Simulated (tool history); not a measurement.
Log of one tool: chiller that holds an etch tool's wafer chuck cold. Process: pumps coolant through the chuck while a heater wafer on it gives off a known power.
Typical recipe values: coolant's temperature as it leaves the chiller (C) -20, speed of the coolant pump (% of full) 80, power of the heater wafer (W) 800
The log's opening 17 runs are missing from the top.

run	hour	coolant's temperature as it leaves the chiller (C)	speed of the coolant pump (% of full)	power of the heater wafer (W)	hours since the coolant was changed and the channels were flushed	hours since the pump was overhauled	hours since the chiller's thermometer was calibrated	chuck's temperature once it has settled (C)	how much warmer the coolant comes back (C)
18	1287.5	-20	80	819	6648	6076	193	-13.86	2.43
19	1351	-20	80	819	6712	6139	257	-14.06	2.47
20	1449.8	-29	87	658	6810	6238	355	-24.44	1.77
21	1539.5	-21	93	838	6900	6328	445	-15.53	2.17
22	1604.6	-20	80	699	6965	6393	510	-14.71	2.1
23	1694.2	-20	80	699	7055	6482	600	-15.07	2.07
24	1811.8	-20	70	623	7172	6600	717	-14.72	2.13
25	1916.8	-20	70	623	7277	6705	822	-14.89	2.13
26	2028.4	-20	70	623	7389	6817	934	-14.8	2.17
27	2098.3	-20	70	623	7459	6886	1004	-14.86	2.15
28	2155.3	-14	74	430	7516	6943	1061	-10.87	1.41
29	2244.3	-11	87	1084	7605	7032	1150	-3.52	2.98
30	2334.6	-20	80	419	7695	7123	1240	-16.71	1.24
31	2424.4	-20	80	419	7785	7212	1330	-16.83	1.26
32	2538.8	-14	80	455	7899	7327	1444	-10.58	1.4

What if the next run were any one of these 4? Each begins from the tool's condition after run 32:
A	2643.6	-13	80	800	8004	7432	1549	?	?
B	2643.6	-14	86	455	8004	7432	1549	?	?
C	2643.6	-22	90	410	8004	7432	1549	?	?
D	2643.6	-20	89	777	8004	7432	1549	?	?

run	chuck's temperature once it has settled (C)	how much warmer the coolant comes back (C)
A	-6.98	2.41
B	-10.68	1.29
C	-19.05	1.13
D	-14.64	2.1
Take away the tool's hidden state, keep each run's random variation, and the runs would have read:
run	chuck's temperature once it has settled (C)	how much warmer the coolant comes back (C)
A	-8.13	2.24
B	-11.37	1.2
C	-19.67	1.05
D	-15.68	1.94
